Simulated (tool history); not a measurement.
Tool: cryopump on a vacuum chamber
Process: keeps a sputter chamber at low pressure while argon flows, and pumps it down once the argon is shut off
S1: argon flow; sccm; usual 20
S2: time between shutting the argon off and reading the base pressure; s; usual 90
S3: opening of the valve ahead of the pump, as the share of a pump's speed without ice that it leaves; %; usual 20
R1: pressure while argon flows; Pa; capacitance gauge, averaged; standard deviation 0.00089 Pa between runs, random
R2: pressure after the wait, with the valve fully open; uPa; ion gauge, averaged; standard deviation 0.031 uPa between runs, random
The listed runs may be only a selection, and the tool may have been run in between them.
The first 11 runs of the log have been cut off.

Run 12, hour 149.2: usual settings. Result: R1 0.186 Pa, R2 2.85 uPa.
Run 13, hour 163.4: usual settings. Result: R1 0.1844 Pa, R2 2.81 uPa.
Run 14, hour 179.7: usual settings. Result: R1 0.1849 Pa, R2 2.87 uPa.
Run 15, hour 187.7: usual settings. Result: R1 0.1862 Pa, R2 2.84 uPa.
Run 16, hour 203.2: usual settings. Result: R1 0.1865 Pa, R2 2.87 uPa.
Run 17, hour 220.5: usual settings. Result: R1 0.1855 Pa, R2 2.98 uPa.
Run 18, hour 234.6: usual settings but S2 91 s. Result: R1 0.1854 Pa, R2 2.8 uPa.
Run 19, hour 249.7: usual settings but S2 21 s, S3 59 %. Result: R1 0.0651 Pa, R2 7.01 uPa.
Run 20, hour 260.9: usual settings but S1 21 sccm. Result: R1 0.1952 Pa, R2 2.89 uPa.
Run 21, hour 273.2: usual settings but S1 21 sccm. Result: R1 0.1947 Pa, R2 2.83 uPa.
Run 22, hour 285.7: usual settings but S1 22 sccm, S2 39 s, S3 22 %. Result: R1 0.1853 Pa, R2 4.46 uPa.
Run 23, hour 301.6: usual settings but S1 22 sccm, S2 39 s, S3 22 %. Result: R1 0.1874 Pa, R2 4.55 uPa.
Run 24, hour 319.5: usual settings but S1 27 sccm. Result: R1 0.251 Pa, R2 2.97 uPa.
Run 25, hour 329.6: usual settings but S1 10 sccm, S2 130 s. Result: R1 0.0927 Pa, R2 2.57 uPa.
Run 26, hour 339.4: usual settings but S1 38 sccm, S2 133 s, S3 16 %. Result: R1 0.4421 Pa, R2 2.7 uPa.
Run 27, hour 357.7: usual settings but S1 14 sccm, S2 38 s. Result: R1 0.1296 Pa, R2 4.75 uPa.
Run 28, hour 372.2: usual settings but S2 40 s, S3 27 %. Result: R1 0.1378 Pa, R2 4.63 uPa.
Run 29, hour 390.8: usual settings but S1 15 sccm, S2 214 s. Result: R1 0.1422 Pa, R2 2.29 uPa.
Run 30, hour 399.5: usual settings but S1 32 sccm, S2 198 s. Result: R1 0.2988 Pa, R2 2.45 uPa.
Run 31, hour 417.2: usual settings but S2 24 s, S3 40 %. Result: R1 0.0952 Pa, R2 6.38 uPa.
At hour 428.3: leaking fittings of the chamber tightened, without venting.
Run 32, hour 435.4: usual settings but S1 36 sccm, S2 170 s. Result: R1 0.3369 Pa, R2 1.07 uPa.
Run 33, hour 447.6: usual settings but S2 50 s, S3 42 %. Result: R1 0.0905 Pa, R2 2.58 uPa.
Run 34, hour 462.9: usual settings but S1 14 sccm, S2 85 s, S3 15 %. Result: R1 0.1747 Pa, R2 1.76 uPa.
Run 35, hour 480.4: usual settings but S1 37 sccm, S2 143 s, S3 38 %. Result: R1 0.1838 Pa, R2 1.21 uPa.

Consider 3 possible next runs. They are alternatives, not a sequence: every one starts from the tool as it was left by run 35. What does each give?
Run A, hour 494.4: usual settings but S1 25 sccm, S2 296 s, S3 38 %. Result: R1 ?, R2 ?.
Run B, hour 494.4: usual settings but S1 28 sccm, S2 99 s, S3 43 %. Result: R1 ?, R2 ?.
Run C, hour 494.4: usual settings but S1 9 sccm, S2 107 s, S3 32 %. Result: R1 ?, R2 ?.

run      R1    R2
  A  0.1258  0.83
  B   0.124  1.57
  C  0.0528  1.52
Without the tool's hidden state the same runs would have given:
run      R1    R2
  A  0.1212  0.71
  B  0.1189  1.44
  C  0.0511  1.39
